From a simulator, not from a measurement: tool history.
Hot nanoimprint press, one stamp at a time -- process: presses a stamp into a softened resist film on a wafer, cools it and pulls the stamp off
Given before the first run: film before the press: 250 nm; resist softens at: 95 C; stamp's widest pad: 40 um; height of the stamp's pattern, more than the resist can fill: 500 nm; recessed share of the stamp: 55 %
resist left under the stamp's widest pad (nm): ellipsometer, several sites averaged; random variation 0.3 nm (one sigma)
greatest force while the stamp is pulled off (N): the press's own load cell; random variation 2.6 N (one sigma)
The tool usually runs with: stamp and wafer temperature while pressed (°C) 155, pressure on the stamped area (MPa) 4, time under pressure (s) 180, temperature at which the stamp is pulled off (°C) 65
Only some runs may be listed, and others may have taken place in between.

run	hour	stamp and wafer temperature while pressed (°C)	pressure on the stamped area (MPa)	time under pressure (s)	temperature at which the stamp is pulled off (°C)	resist left under the stamp's widest pad (nm)	greatest force while the stamp is pulled off (N)
1	0	155	4	180	65	109.4	127
2	31	155	4	180	65	109.3	126
3	86.2	155	4	180	65	108.5	130
4	121.7	155	4	180	65	108.3	134
5	176.2	155	4	338	65	83.1	134
6	218.4	155	4	338	65	82.9	142
7	241.8	155	4	180	65	107.7	136
8	281.5	155	3.48	180	65	114	142
# hour 289.5: plate thermocouple calibrated
9	311.8	155	3.48	171	65	115	142
10	361.5	155	3.48	171	65	115.1	138
11	386.4	155	3.48	171	65	115.2	144
12	412.5	155	3.48	171	65	114.9	155
13	446.1	155	4	180	65	105.3	152
14	487	155	4	180	65	106.3	149
# hour 494.9: plate thermocouple calibrated, once more
15	543	155	4	180	57	110.4	191
16	579.9	155	4	180	57	110.8	201
17	619.6	155	4	155	65	117.5	166
18	654.2	156	3.22	292	60	95.2	191
19	693.8	156	3.22	292	60	95.8	199
20	736	159	4	180	65	90.9	173
# hour 763.3: stamp cleaned and given a new release coat
21	764.6	159	2.77	268	67	91.4	112
22	790	159	2.77	268	67	90.7	113
23	839.7	161	5.64	100	65	89.6	126
24	869.4	155	2.75	97	53	156	162
25	905.3	147	5.62	97	53	168.2	167
26	953.9	147	5.62	97	53	168.3	174
27	981.7	147	5.62	97	53	168.2	170
28	1035.8	156	2.49	180	65	126.4	141
29	1078.1	156	2.78	180	65	120.5	142

Alternative continuations, all from the tool just after run 29; predict every row:
A	1110.3	156	2.78	265	65	?	?
B	1110.3	157	2.78	94	63	?	?
C	1110.3	144	2.78	346	65	?	?
D	1110.3	154	5.41	180	57	?	?
E	1110.3	160	2.82	107	65	?	?

run	resist left under the stamp's widest pad (nm)	greatest force while the stamp is pulled off (N)
A	103	148
B	143.7	155
C	163.9	144
D	99.9	174
E	121.6	142
With no hidden state in the tool, these same runs would have given:
run	resist left under the stamp's widest pad (nm)	greatest force while the stamp is pulled off (N)
A	104.1	125
B	145	131
C	165.8	122
D	99.8	146
E	122.7	120
